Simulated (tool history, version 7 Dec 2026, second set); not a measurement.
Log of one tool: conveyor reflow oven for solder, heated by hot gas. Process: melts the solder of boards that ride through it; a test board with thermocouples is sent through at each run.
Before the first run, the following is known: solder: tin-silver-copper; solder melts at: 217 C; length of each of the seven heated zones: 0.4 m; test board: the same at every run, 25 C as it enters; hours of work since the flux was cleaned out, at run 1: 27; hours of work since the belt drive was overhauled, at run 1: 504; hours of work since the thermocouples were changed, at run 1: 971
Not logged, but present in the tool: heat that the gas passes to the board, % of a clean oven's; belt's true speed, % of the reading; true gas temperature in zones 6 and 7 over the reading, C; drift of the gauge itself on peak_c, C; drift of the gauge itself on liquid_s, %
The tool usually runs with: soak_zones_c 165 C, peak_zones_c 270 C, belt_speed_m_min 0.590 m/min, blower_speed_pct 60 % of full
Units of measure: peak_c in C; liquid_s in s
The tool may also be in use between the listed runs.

| run | hour | soak_zones_c | peak_zones_c | belt_speed_m_min | blower_speed_pct | hours of work since the flux was cleaned out | hours of work since the belt drive was overhauled | hours of work since the thermocouples were changed | peak_c | liquid_s |
|---|---|---|---|---|---|---|---|---|---|---|
| 1 | 0.0 | 165 | 270 | 0.590 | 60 | 27 | 504 | 971 | 256.6 | 63.0 |
| 2 | 83.2 | 165 | 270 | 0.590 | 60 | 63 | 540 | 1007 | 256.8 | 63.2 |
| 3 | 165.8 | 165 | 270 | 0.590 | 60 | 98 | 575 | 1042 | 256.8 | 63.1 |
| 4 | 228.2 | 165 | 270 | 0.590 | 60 | 125 | 602 | 1069 | 257.5 | 63.2 |
| 5 | 290.9 | 176 | 270 | 0.590 | 60 | 152 | 629 | 1096 | 258.7 | 67.4 |
|  | 321.9 | flux residue cleaned out of gas plates and filters |
| 6 | 371.4 | 165 | 270 | 0.493 | 60 | 21 | 661 | 1128 | 262.8 | 81.3 |
| 7 | 455.6 | 165 | 270 | 0.590 | 60 | 57 | 697 | 1164 | 257.8 | 64.1 |
| 8 | 512.7 | 165 | 270 | 0.496 | 60 | 82 | 721 | 1189 | 262.8 | 80.7 |
| 9 | 567.5 | 165 | 270 | 0.496 | 60 | 105 | 745 | 1212 | 263.0 | 81.9 |
| 10 | 635.8 | 165 | 270 | 0.496 | 60 | 135 | 774 | 1242 | 262.3 | 80.3 |
|  | 707.5 | flux residue cleaned out of gas plates and filters |
| 11 | 722.5 | 165 | 280 | 0.590 | 60 | 6 | 809 | 1277 | 268.2 | 69.6 |
| 12 | 761.9 | 165 | 280 | 0.590 | 60 | 23 | 826 | 1294 | 267.2 | 69.6 |
| 13 | 842.9 | 165 | 280 | 0.590 | 60 | 58 | 861 | 1328 | 266.9 | 69.4 |
|  | 852.4 | belt drive overhauled, speed set with a stopwatch |
| 14 | 905.1 | 165 | 270 | 0.590 | 63 | 83 | 23 | 1353 | 258.9 | 64.8 |
| 15 | 986.6 | 165 | 270 | 0.590 | 63 | 118 | 58 | 1388 | 259.0 | 65.0 |
| 16 | 1065.2 | 165 | 270 | 0.590 | 63 | 152 | 91 | 1422 | 259.3 | 65.8 |
|  | 1082.6 | thermocouples of zones 6 and 7 changed |
|  | 1099.8 | flux residue cleaned out of gas plates and filters |
| 17 | 1118.2 | 165 | 270 | 0.590 | 63 | 8 | 111 | 13 | 255.8 | 63.9 |
| 18 | 1193.2 | 168 | 283 | 0.590 | 60 | 40 | 143 | 45 | 268.1 | 71.8 |
| 19 | 1278.5 | 153 | 262 | 0.573 | 79 | 77 | 180 | 82 | 250.1 | 58.9 |
| 20 | 1342.3 | 165 | 277 | 0.590 | 60 | 104 | 207 | 109 | 262.2 | 66.8 |
|  | 1359.8 | belt drive overhauled, speed set with a stopwatch, once more |
| 21 | 1433.2 | 165 | 268 | 0.590 | 60 | 141 | 31 | 146 | 252.5 | 58.5 |
|  | 1494.7 | flux residue cleaned out of gas plates and filters |
| 22 | 1505.8 | 165 | 268 | 0.590 | 55 | 5 | 60 | 175 | 251.8 | 58.1 |
| 23 | 1561.7 | 165 | 268 | 0.640 | 55 | 29 | 84 | 199 | 249.7 | 51.2 |
| 24 | 1613.8 | 165 | 262 | 0.554 | 81 | 51 | 107 | 222 | 252.6 | 64.5 |
| 25 | 1665.8 | 165 | 271 | 0.590 | 83 | 73 | 129 | 244 | 259.7 | 65.0 |
| 26 | 1701.9 | 165 | 258 | 0.590 | 73 | 89 | 144 | 259 | 246.0 | 54.3 |
| 27 | 1745.1 | 175 | 258 | 0.590 | 73 | 107 | 163 | 278 | 247.6 | 59.6 |
| 28 | 1832.6 | 152 | 270 | 0.590 | 70 | 145 | 200 | 315 | 254.6 | 56.7 |
|  | 1881.9 | flux residue cleaned out of gas plates and filters |
| 29 | 1906.1 | 152 | 270 | 0.590 | 70 | 10 | 230 | 345 | 255.6 | 57.9 |

Hidden state or all else? Some run-to-run changes of peak_c, split into what the settings, what came in and random variation would give without the hidden state, and what is left for the hidden state (with any gauge scatter that isn't in both results):
Run 16 -> 17: thermocouples of zones 6 and 7 changed, flux residue cleaned out of gas plates and filters. peak_c -3.5 C: hidden state -2.6, all else -0.9.
Run 18 -> 19: soak_zones_c 168 -> 153, peak_zones_c 283 -> 262, belt_speed_m_min 0.590 -> 0.573, blower_speed_pct 60 -> 79. peak_c -18.0 C: hidden state -0.2, all else -17.8.
Run 20 -> 21: peak_zones_c 277 -> 268, belt drive overhauled, speed set with a stopwatch, once more. peak_c -9.7 C: hidden state -1.2, all else -8.5.
Run 25 -> 26: peak_zones_c 271 -> 258, blower_speed_pct 83 -> 73. peak_c -13.7 C: hidden state +0.0, all else -13.7.
